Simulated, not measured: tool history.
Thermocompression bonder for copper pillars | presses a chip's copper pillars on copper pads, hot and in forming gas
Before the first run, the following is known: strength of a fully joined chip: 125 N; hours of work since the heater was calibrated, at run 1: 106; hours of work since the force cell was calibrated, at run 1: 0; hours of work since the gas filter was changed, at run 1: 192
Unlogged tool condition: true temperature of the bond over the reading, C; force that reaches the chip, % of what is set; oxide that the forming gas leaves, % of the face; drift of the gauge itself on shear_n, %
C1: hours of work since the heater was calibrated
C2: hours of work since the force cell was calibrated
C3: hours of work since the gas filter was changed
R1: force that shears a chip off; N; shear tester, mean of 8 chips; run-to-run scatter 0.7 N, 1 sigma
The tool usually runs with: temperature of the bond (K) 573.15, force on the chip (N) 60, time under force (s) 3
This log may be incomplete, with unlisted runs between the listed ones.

{"run": 1, "day": 0.0, "temperature of the bond (K)": 573.15, "force on the chip (N)": 60, "time under force (s)": 3, "C1": 106, "C2": 0, "C3": 192, "R1": 79.2}
{"run": 2, "day": 1.767, "temperature of the bond (K)": 573.15, "force on the chip (N)": 60, "time under force (s)": 3, "C1": 127, "C2": 21, "C3": 213, "R1": 79.4}
{"run": 3, "day": 5.579, "temperature of the bond (K)": 573.15, "force on the chip (N)": 60, "time under force (s)": 3, "C1": 173, "C2": 67, "C3": 258, "R1": 77.6}
{"run": 4, "day": 7.188, "temperature of the bond (K)": 573.15, "force on the chip (N)": 60, "time under force (s)": 3, "C1": 192, "C2": 86, "C3": 278, "R1": 78.6}
{"run": 5, "day": 8.954, "temperature of the bond (K)": 573.15, "force on the chip (N)": 60, "time under force (s)": 3, "C1": 213, "C2": 107, "C3": 299, "R1": 76.6}
{"run": 6, "day": 11.025, "temperature of the bond (K)": 573.15, "force on the chip (N)": 60, "time under force (s)": 3, "C1": 238, "C2": 132, "C3": 324, "R1": 76.1}
{"run": 7, "day": 14.446, "temperature of the bond (K)": 552.15, "force on the chip (N)": 60, "time under force (s)": 3, "C1": 279, "C2": 173, "C3": 365, "R1": 60.0}
{"run": 8, "day": 17.021, "temperature of the bond (K)": 552.15, "force on the chip (N)": 60, "time under force (s)": 3, "C1": 310, "C2": 204, "C3": 395, "R1": 59.5}
{"day": 17.504, "done": "forming gas filter changed"}
{"run": 9, "day": 18.642, "temperature of the bond (K)": 573.15, "force on the chip (N)": 60, "time under force (s)": 3, "C1": 329, "C2": 223, "C3": 14, "R1": 83.6}
{"run": 10, "day": 20.729, "temperature of the bond (K)": 573.15, "force on the chip (N)": 44, "time under force (s)": 3, "C1": 354, "C2": 248, "C3": 39, "R1": 62.6}
{"run": 11, "day": 23.612, "temperature of the bond (K)": 573.15, "force on the chip (N)": 44, "time under force (s)": 3, "C1": 389, "C2": 283, "C3": 73, "R1": 62.7}
{"run": 12, "day": 25.738, "temperature of the bond (K)": 573.15, "force on the chip (N)": 44, "time under force (s)": 3, "C1": 414, "C2": 308, "C3": 99, "R1": 61.9}
{"run": 13, "day": 27.488, "temperature of the bond (K)": 573.15, "force on the chip (N)": 44, "time under force (s)": 3, "C1": 435, "C2": 329, "C3": 120, "R1": 62.4}
{"run": 14, "day": 31.317, "temperature of the bond (K)": 573.15, "force on the chip (N)": 44, "time under force (s)": 3, "C1": 481, "C2": 375, "C3": 166, "R1": 59.8}
{"run": 15, "day": 33.262, "temperature of the bond (K)": 573.15, "force on the chip (N)": 44, "time under force (s)": 3, "C1": 504, "C2": 398, "C3": 189, "R1": 59.7}
{"run": 16, "day": 34.812, "temperature of the bond (K)": 573.15, "force on the chip (N)": 60, "time under force (s)": 5, "C1": 523, "C2": 417, "C3": 207, "R1": 89.6}
{"run": 17, "day": 37.875, "temperature of the bond (K)": 573.15, "force on the chip (N)": 60, "time under force (s)": 5, "C1": 560, "C2": 454, "C3": 244, "R1": 87.3}
{"run": 18, "day": 41.333, "temperature of the bond (K)": 573.15, "force on the chip (N)": 60, "time under force (s)": 6, "C1": 601, "C2": 495, "C3": 285, "R1": 91.2}
{"run": 19, "day": 44.142, "temperature of the bond (K)": 573.15, "force on the chip (N)": 60, "time under force (s)": 3, "C1": 635, "C2": 529, "C3": 319, "R1": 75.1}
{"run": 20, "day": 46.825, "temperature of the bond (K)": 573.15, "force on the chip (N)": 60, "time under force (s)": 3, "C1": 667, "C2": 561, "C3": 351, "R1": 74.8}
{"run": 21, "day": 49.662, "temperature of the bond (K)": 573.15, "force on the chip (N)": 60, "time under force (s)": 3, "C1": 701, "C2": 595, "C3": 385, "R1": 72.8}
{"day": 50.967, "done": "forming gas filter changed"}
{"run": 22, "day": 51.617, "temperature of the bond (K)": 585.15, "force on the chip (N)": 60, "time under force (s)": 4, "C1": 724, "C2": 618, "C3": 8, "R1": 97.9}
{"run": 23, "day": 54.688, "temperature of the bond (K)": 545.15, "force on the chip (N)": 47, "time under force (s)": 4, "C1": 761, "C2": 655, "C3": 45, "R1": 50.3}
{"run": 24, "day": 57.358, "temperature of the bond (K)": 545.15, "force on the chip (N)": 75, "time under force (s)": 8, "C1": 793, "C2": 687, "C3": 77, "R1": 94.7}
{"run": 25, "day": 59.092, "temperature of the bond (K)": 545.15, "force on the chip (N)": 75, "time under force (s)": 8, "C1": 814, "C2": 707, "C3": 97, "R1": 92.6}
{"run": 26, "day": 61.438, "temperature of the bond (K)": 545.15, "force on the chip (N)": 75, "time under force (s)": 8, "C1": 842, "C2": 736, "C3": 125, "R1": 92.3}
{"run": 27, "day": 64.088, "temperature of the bond (K)": 545.15, "force on the chip (N)": 75, "time under force (s)": 8, "C1": 873, "C2": 767, "C3": 157, "R1": 89.9}
{"run": 28, "day": 66.612, "temperature of the bond (K)": 578.15, "force on the chip (N)": 66, "time under force (s)": 8, "C1": 904, "C2": 798, "C3": 187, "R1": 104.1}
{"day": 67.346, "done": "heater calibrated with a thermocouple chip"}
{"run": 29, "day": 69.254, "temperature of the bond (K)": 578.15, "force on the chip (N)": 75, "time under force (s)": 5, "C1": 23, "C2": 828, "C3": 218, "R1": 107.9}
{"run": 30, "day": 72.946, "temperature of the bond (K)": 578.15, "force on the chip (N)": 75, "time under force (s)": 5, "C1": 67, "C2": 872, "C3": 262, "R1": 105.5}

What does the tool deliver on the next run?
{"run": 31, "day": 76.225, "temperature of the bond (K)": 573.15, "force on the chip (N)": 60, "time under force (s)": 5, "C1": 106, "C2": 912, "C3": 302, "R1": "?"}

Run 31 produced R1 90.5 N.
With the hidden condition absent and the run-to-run variation left alone, this run would have shown R1 96.4 N.
